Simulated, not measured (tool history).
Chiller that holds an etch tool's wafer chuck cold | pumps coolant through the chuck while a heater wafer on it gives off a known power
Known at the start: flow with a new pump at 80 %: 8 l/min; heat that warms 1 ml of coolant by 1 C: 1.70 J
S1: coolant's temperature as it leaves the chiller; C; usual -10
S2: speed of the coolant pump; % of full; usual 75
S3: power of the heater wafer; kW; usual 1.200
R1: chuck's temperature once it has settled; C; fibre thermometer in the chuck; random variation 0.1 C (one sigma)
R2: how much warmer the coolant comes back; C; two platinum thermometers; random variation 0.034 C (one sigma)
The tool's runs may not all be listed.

run,day,S1,S2,S3,R1,R2
1,0.000,-10,75,1.200,4.1,5.74
2,1.517,-10,75,1.200,4.0,5.72
3,3.000,-10,75,1.200,4.1,5.70
4,4.308,-10,75,1.322,5.8,6.26
5,5.671,-10,75,1.200,4.2,5.68
6,7.175,-6,75,1.200,8.0,5.76
7,8.838,-6,75,1.200,8.0,5.71
8,9.738,-6,75,1.200,8.0,5.71
9,11.362,-6,75,1.200,8.2,5.67
10,12.271,-1,79,1.523,16.3,6.91
11,13.258,-1,79,1.523,16.3,6.91
12,14.346,-1,79,1.523,16.4,6.82

Forecast run 13:
13,16.250,-15,75,1.475,?,?

Run 13 gave R1 2.5 C, R2 7.01 C.
Without the tool's hidden state the same run would have given R1 1.5 C, R2 6.91 C.
